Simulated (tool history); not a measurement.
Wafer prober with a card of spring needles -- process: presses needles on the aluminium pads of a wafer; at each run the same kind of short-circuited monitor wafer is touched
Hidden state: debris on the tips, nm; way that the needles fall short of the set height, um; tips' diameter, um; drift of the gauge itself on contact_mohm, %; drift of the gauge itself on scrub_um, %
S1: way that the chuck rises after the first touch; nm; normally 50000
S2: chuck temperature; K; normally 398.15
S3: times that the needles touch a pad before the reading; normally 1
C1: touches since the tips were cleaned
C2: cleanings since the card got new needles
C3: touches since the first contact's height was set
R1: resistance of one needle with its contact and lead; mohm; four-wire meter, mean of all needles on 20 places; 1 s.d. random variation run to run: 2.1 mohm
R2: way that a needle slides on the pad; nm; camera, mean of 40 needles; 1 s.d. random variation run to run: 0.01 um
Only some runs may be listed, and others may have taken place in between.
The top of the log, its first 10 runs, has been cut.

At hour 393.1: tips cleaned on abrasive film.
At hour 420.8: tips cleaned on abrasive film.
Run 11, hour 421.9: usual settings but S2 397.15 K, S3 2; C1 355; C2 21; C3 21910. Result: R1 223 mohm, R2 8310 nm.
At hour 448.0: tips cleaned on abrasive film.
Run 12, hour 452.7: usual settings but S2 397.15 K, S3 2; C1 1634; C2 22; C3 32658. Result: R1 225 mohm, R2 8270 nm.
At hour 473.1: tips cleaned on abrasive film.
Run 13, hour 478.1: usual settings but S2 352.15 K; C1 1729; C2 23; C3 41490. Result: R1 218 mohm, R2 8300 nm.
At hour 500.3: tips cleaned on abrasive film.
At hour 527.1: tips cleaned on abrasive film.
Run 14, hour 533.8: usual settings but S1 34000 nm; C1 2338; C2 25; C3 60876. Result: R1 232 mohm, R2 5640 nm.
At hour 554.3: tips cleaned on abrasive film.
Run 15, hour 565.2: usual settings but S1 37000 nm; C1 3828; C2 26; C3 71829. Result: R1 229 mohm, R2 6150 nm.
At hour 580.2: tips cleaned on abrasive film.
Run 16, hour 590.8: usual settings but S1 46000 nm; C1 3709; C2 27; C3 80713. Result: R1 226 mohm, R2 7650 nm.
At hour 608.6: tips cleaned on abrasive film.
At hour 616.5: height of the first contact set anew.
Run 17, hour 622.5: usual settings but S1 64000 nm, S2 340.15 K; C1 4737; C2 28; C3 2101. Result: R1 211 mohm, R2 10660 nm.
At hour 637.0: tips cleaned on abrasive film.
At hour 661.3: tips cleaned on abrasive film.
Run 18, hour 670.2: usual settings but S1 61000 nm, S2 381.15 K; C1 3117; C2 30; C3 18700. Result: R1 222 mohm, R2 10150 nm.
At hour 686.0: tips cleaned on abrasive film.
Run 19, hour 706.4: usual settings but S1 44000 nm, S3 2; C1 7129; C2 31; C3 31319. Result: R1 228 mohm, R2 7330 nm.
At hour 710.2: tips cleaned on abrasive film.
At hour 737.1: tips cleaned on abrasive film.
Run 20, hour 750.1: usual settings but S2 352.15 K, S3 2; C1 4558; C2 33; C3 46512. Result: R1 216 mohm, R2 8360 nm.
At hour 763.9: tips cleaned on abrasive film.
At hour 790.7: tips cleaned on abrasive film.
Run 21, hour 799.3: usual settings but S2 352.15 K, S3 2; C1 2978; C2 35; C3 63612. Result: R1 211 mohm, R2 8340 nm.
At hour 819.0: tips cleaned on abrasive film.
Run 22, hour 835.7: usual settings but S1 65000 nm, S2 338.15 K, S3 2; C1 5816; C2 36; C3 76294. Result: R1 205 mohm, R2 10830 nm.
At hour 847.6: tips cleaned on abrasive film.
At hour 871.3: height of the first contact set anew.
At hour 873.8: tips cleaned on abrasive film.
Run 23, hour 877.7: usual settings but S1 66000 nm, S2 308.15 K, S3 2; C1 1351; C2 38; C3 2204. Result: R1 206 mohm, R2 11010 nm.
At hour 899.0: tips cleaned on abrasive film.
At hour 923.4: tips cleaned on abrasive film.
Run 24, hour 935.6: usual settings but S1 68000 nm; C1 4267; C2 40; C3 22362. Result: R1 225 mohm, R2 11340 nm.
At hour 948.6: tips cleaned on abrasive film.
At hour 974.7: tips cleaned on abrasive film.
Run 25, hour 981.5: usual settings but S1 31000 nm, S2 350.15 K; C1 2371; C2 42; C3 38307. Result: R1 221 mohm, R2 5160 nm.
At hour 999.3: tips cleaned on abrasive film.
At hour 1025.8: tips cleaned on abrasive film.
Run 26, hour 1032.5: usual settings but S1 31000 nm, S2 350.15 K; C1 2328; C2 44; C3 56074. Result: R1 221 mohm, R2 5190 nm.
At hour 1050.3: tips cleaned on abrasive film.
At hour 1077.4: tips cleaned on abrasive film.
Run 27, hour 1083.6: usual settings but S2 386.15 K; C1 2146; C2 46; C3 73837. Result: R1 225 mohm, R2 8360 nm.
At hour 1103.4: tips cleaned on abrasive film.
Run 28, hour 1107.8: usual settings but S2 386.15 K; C1 1553; C2 47; C3 82283. Result: R1 227 mohm, R2 8390 nm.
At hour 1128.2: tips cleaned on abrasive film.
At hour 1128.5: height of the first contact set anew.
At hour 1155.3: tips cleaned on abrasive film.
Run 29, hour 1164.4: usual settings but S2 386.15 K; C1 3167; C2 49; C3 12508. Result: R1 223 mohm, R2 8370 nm.
At hour 1183.2: tips cleaned on abrasive film.
At hour 1208.3: tips cleaned on abrasive film.
Run 30, hour 1215.7: usual settings but S1 40000 nm, S2 318.15 K; C1 2596; C2 51; C3 30368. Result: R1 208 mohm, R2 6700 nm.

3 ways to go on from here, each from the tool as it stands after run 30. What would each give?
At hour 1233.2: tips cleaned on abrasive film.
At hour 1257.4: tips cleaned on abrasive film.
Run A, hour 1258.3: usual settings but S1 43000 nm, S2 318.15 K; C1 330; C2 53; C3 45187. Result: R1 ?, R2 ?.
At hour 1233.2: tips cleaned on abrasive film.
At hour 1257.4: tips cleaned on abrasive film.
Run B, hour 1258.3: usual settings but S1 33000 nm, S2 310.15 K, S3 2; C1 330; C2 53; C3 45187. Result: R1 ?, R2 ?.
At hour 1233.2: tips cleaned on abrasive film.
At hour 1257.4: tips cleaned on abrasive film.
Run C, hour 1258.3: usual settings but S1 68000 nm, S2 331.15 K; C1 330; C2 53; C3 45187. Result: R1 ?, R2 ?.

run   R1     R2
  A  208   7200
  B  216   5530
  C  207  11390
With no hidden state in the tool, these same runs would have given:
run   R1     R2
  A  207   7090
  B  215   5450
  C  207  11220

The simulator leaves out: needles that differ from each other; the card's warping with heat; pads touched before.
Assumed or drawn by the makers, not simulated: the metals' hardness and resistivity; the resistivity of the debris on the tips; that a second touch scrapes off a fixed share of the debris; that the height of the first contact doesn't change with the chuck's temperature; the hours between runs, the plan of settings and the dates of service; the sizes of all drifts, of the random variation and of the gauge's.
